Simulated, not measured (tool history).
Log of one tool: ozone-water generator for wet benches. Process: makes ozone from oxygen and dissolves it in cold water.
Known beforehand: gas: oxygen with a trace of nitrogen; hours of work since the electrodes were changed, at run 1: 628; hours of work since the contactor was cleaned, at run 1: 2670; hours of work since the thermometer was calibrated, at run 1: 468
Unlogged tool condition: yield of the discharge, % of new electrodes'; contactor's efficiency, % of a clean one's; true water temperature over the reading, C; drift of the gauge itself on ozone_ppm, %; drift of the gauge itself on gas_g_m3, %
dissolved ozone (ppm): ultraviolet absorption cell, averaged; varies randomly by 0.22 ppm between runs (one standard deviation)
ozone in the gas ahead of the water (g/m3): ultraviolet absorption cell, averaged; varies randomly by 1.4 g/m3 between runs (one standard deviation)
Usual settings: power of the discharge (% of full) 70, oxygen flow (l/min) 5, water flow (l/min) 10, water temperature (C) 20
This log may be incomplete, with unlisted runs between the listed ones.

| run | day | power of the discharge (% of full) | oxygen flow (l/min) | water flow (l/min) | water temperature (C) | hours of work since the electrodes were changed | hours of work since the contactor was cleaned | hours of work since the thermometer was calibrated | dissolved ozone (ppm) | ozone in the gas ahead of the water (g/m3) |
|---|---|---|---|---|---|---|---|---|---|---|
| 1 | 0 | 70 | 5 | 10 | 20 | 628 | 2670 | 468 | 31.1 | 250.4 |
| 2 | 3.038 | 70 | 5 | 10 | 20 | 675 | 2717 | 515 | 31.1 | 254.6 |
| 3 | 9.229 | 70 | 5 | 8 | 20 | 770 | 2813 | 611 | 36.2 | 252.1 |
| 4 | 15.767 | 70 | 5 | 10 | 20 | 871 | 2914 | 712 | 30.8 | 249.3 |
| 5 | 20.967 | 70 | 5 | 10 | 20 | 952 | 2995 | 793 | 30.9 | 253.9 |
| 6 | 26.292 | 70 | 5 | 6 | 20 | 1034 | 3077 | 875 | 42.1 | 250.5 |
| 7 | 29.021 | 70 | 5 | 10 | 20 | 1076 | 3119 | 917 | 30.5 | 248.2 |
| 8 | 32.571 | 70 | 5 | 10 | 20 | 1131 | 3174 | 972 | 31.1 | 250.3 |
| 9 | 37.083 | 70 | 5 | 10 | 20 | 1201 | 3244 | 1042 | 30.7 | 251 |
| 10 | 41.108 | 70 | 5 | 10 | 20 | 1263 | 3306 | 1104 | 30.5 | 252 |
| 11 | 45.938 | 70 | 5 | 15 | 20 | 1338 | 3381 | 1179 | 22.3 | 248.9 |
| 12 | 51.471 | 70 | 5 | 15 | 20 | 1423 | 3466 | 1264 | 22.4 | 249.3 |
| 13 | 56.846 | 70 | 5 | 10 | 14 | 1507 | 3549 | 1347 | 34.3 | 249.5 |
|  | 60.15 | contactor cleaned |
| 14 | 61.979 | 67 | 5 | 10 | 20 | 1583 | 28 | 1424 | 30.3 | 243.7 |
| 15 | 64.646 | 75 | 5 | 10 | 20 | 1625 | 70 | 1465 | 32.9 | 257.7 |
| 16 | 67.779 | 75 | 5 | 10 | 20 | 1673 | 118 | 1514 | 32.7 | 257.8 |
| 17 | 71.692 | 75 | 2.91 | 10 | 20 | 1734 | 178 | 1574 | 36.6 | 366.8 |
| 18 | 76.729 | 75 | 2.91 | 10 | 20 | 1811 | 256 | 1652 | 36.4 | 367.1 |
| 19 | 80.204 | 62 | 2.57 | 6 | 20 | 1865 | 310 | 1706 | 48.3 | 355.6 |
| 20 | 83.992 | 62 | 2.57 | 6 | 20 | 1924 | 369 | 1765 | 48.6 | 356.9 |
| 21 | 90.112 | 60 | 7.92 | 15 | 27 | 2018 | 463 | 1859 | 16.3 | 167.4 |
| 22 | 93.329 | 73 | 5.67 | 8 | 18 | 2068 | 513 | 1909 | 37.1 | 236.4 |
| 23 | 99.717 | 73 | 5.67 | 8 | 18 | 2167 | 612 | 2008 | 37 | 233.4 |
| 24 | 105.062 | 47 | 5.67 | 8 | 18 | 2250 | 694 | 2090 | 29.3 | 184.5 |
| 25 | 109.517 | 59 | 5.67 | 8 | 21 | 2318 | 763 | 2159 | 30.8 | 207.8 |
| 26 | 114.175 | 70 | 5 | 7 | 20 | 2390 | 835 | 2231 | 38.7 | 246.7 |
| 27 | 120.167 | 53 | 4.63 | 11 | 22 | 2483 | 928 | 2324 | 24.3 | 219.6 |
| 28 | 125.492 | 45 | 6.19 | 8 | 14 | 2565 | 1010 | 2406 | 29.5 | 169 |
| 29 | 128.946 | 50 | 6.19 | 8 | 23 | 2619 | 1064 | 2460 | 25.3 | 179.5 |
| 30 | 132.258 | 50 | 5.72 | 13 | 14 | 2670 | 1115 | 2511 | 22.8 | 187.5 |
| 31 | 137.921 | 50 | 5.72 | 13 | 14 | 2758 | 1203 | 2598 | 22.6 | 186.1 |
| 32 | 141.542 | 50 | 5.72 | 13 | 14 | 2814 | 1258 | 2654 | 22.6 | 186.6 |

Branching from run 32: 4 alternative next runs. What would each branch give?
| A | 147.675 | 99 | 6.46 | 13 | 14 | 2908 | 1353 | 2749 | ? | ? |
| B | 147.675 | 50 | 5.72 | 13 | 19 | 2908 | 1353 | 2749 | ? | ? |
| C | 147.675 | 63 | 5.72 | 6 | 12 | 2908 | 1353 | 2749 | ? | ? |
| D | 147.675 | 70 | 4.62 | 9 | 22 | 2908 | 1353 | 2749 | ? | ? |

| run | dissolved ozone (ppm) | ozone in the gas ahead of the water (g/m3) |
|---|---|---|
| A | 32.2 | 249 |
| B | 20.3 | 187.4 |
| C | 44.4 | 211.7 |
| D | 32.4 | 257.3 |
Had the tool no hidden state, the same runs would have come out as:
| run | dissolved ozone (ppm) | ozone in the gas ahead of the water (g/m3) |
|---|---|---|
| A | 34.5 | 261.6 |
| B | 21.4 | 193.7 |
| C | 46.8 | 220 |
| D | 34.3 | 268.1 |

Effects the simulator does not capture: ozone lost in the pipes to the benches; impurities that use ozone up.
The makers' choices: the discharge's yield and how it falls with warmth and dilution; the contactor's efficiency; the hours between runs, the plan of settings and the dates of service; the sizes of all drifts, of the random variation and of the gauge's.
